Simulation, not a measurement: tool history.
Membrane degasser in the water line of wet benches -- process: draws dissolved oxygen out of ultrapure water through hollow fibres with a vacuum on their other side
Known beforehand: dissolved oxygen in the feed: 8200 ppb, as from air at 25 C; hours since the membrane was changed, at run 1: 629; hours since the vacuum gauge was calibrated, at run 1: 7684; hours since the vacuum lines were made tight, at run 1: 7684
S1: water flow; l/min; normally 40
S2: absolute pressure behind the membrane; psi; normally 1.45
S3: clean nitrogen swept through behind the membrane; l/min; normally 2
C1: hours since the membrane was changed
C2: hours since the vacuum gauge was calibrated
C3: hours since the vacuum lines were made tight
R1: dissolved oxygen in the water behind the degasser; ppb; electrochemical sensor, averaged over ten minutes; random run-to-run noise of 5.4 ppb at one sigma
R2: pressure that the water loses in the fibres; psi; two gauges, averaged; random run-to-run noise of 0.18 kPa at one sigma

run,day,S1,S2,S3,C1,C2,C3,R1,R2
1,0,40,1.45,2,629,7684,7684,533.9,5.089
2,6.875,40,1.45,1.65,794,7849,7849,582,5.081
3,15.071,40,1.45,1.65,991,8046,8046,588.4,5.131
4,19.238,40,1.45,1.65,1091,8146,8146,588.2,5.137
5,26.475,36,1.45,2,1264,8320,8320,454.9,4.627
6,31.046,36,1.45,2,1374,8430,8430,455.4,4.576
7,35.071,36,1.45,2,1471,8526,8526,463.8,4.643
# day 38.462: vacuum gauge calibrated
8,41.179,36,1.45,2,1617,65,8672,449,4.601
# day 42.012: seals of the vacuum lines changed
9,49.121,33,1.45,2,1806,254,171,396.6,4.254
10,53.325,40,1.45,4.98,1906,355,271,379.5,5.153
11,58.262,40,1.45,4.98,2025,473,390,380.8,5.144
12,63.929,57,1.45,2,2161,609,526,882.3,7.314
13,68.262,57,1.45,0.87,2265,713,630,1205.4,7.343
14,73.829,40,1.45,2,2399,847,764,534.5,5.204
15,78.912,40,1.45,2,2520,969,886,534.8,5.189
16,85.646,40,1.45,2,2682,1130,1047,538,5.169
17,92.2,29,1.45,2,2839,1288,1204,331.3,3.729
18,96.562,40,3.48,1.16,2944,1392,1309,1500.5,5.205
19,100.592,40,3.48,1.16,3041,1489,1406,1483.5,5.266
20,106.771,40,3.48,1.16,3189,1637,1554,1465,5.205
# day 111.621: gauge calibrated
21,113.046,24,0.97,2.88,3340,1788,1705,132.1,3.024
22,116.779,24,1.13,1.17,3429,1878,1794,267.9,3.053
23,123.704,24,1.45,1.17,3596,2044,1961,362.7,3.015
24,130.35,29,1.45,1.89,3755,2203,2120,340.8,3.72
25,136.279,29,1.45,1.89,3897,2346,2262,342.2,3.649
26,142.496,49,1.45,1.17,4046,2495,2412,901.2,6.282
27,151.171,47,1.45,2.06,4255,2703,2620,677,6.031
28,158.308,40,1.84,1.25,4426,2874,2791,842.8,5.11
29,164.162,32,1.45,3.02,4567,3015,2932,311.3,4.181
30,170.504,38,1.45,3.59,4719,3167,3084,389.4,4.827
31,177.538,38,1.45,3.59,4887,3336,3253,385,4.92

Results per run with the tool's hidden condition removed, run-to-run variation unchanged:
Hidden state at play: membrane still open, %; true pressure behind the membrane over the reading, kPa; air that leaks in behind the membrane, l/min; drift of the gauge itself on oxygen_ppb, %; drift of the gauge itself on loss_of_pressure_kpa, %.
run,R2
1,5.089
2,5.071
3,5.111
4,5.111
5,4.595
6,4.538
7,4.601
8,4.551
9,4.202
10,5.082
11,5.068
12,7.195
13,7.214
14,5.105
15,5.085
16,5.056
17,3.64
18,5.076
19,5.133
20,5.065
21,3.023
22,3.049
23,3.004
24,3.701
25,3.624
26,6.229
27,5.967
28,5.046
29,4.125
30,4.751
31,4.834
R1: differs from the measured result by no more than 0.7 ppb in any run.
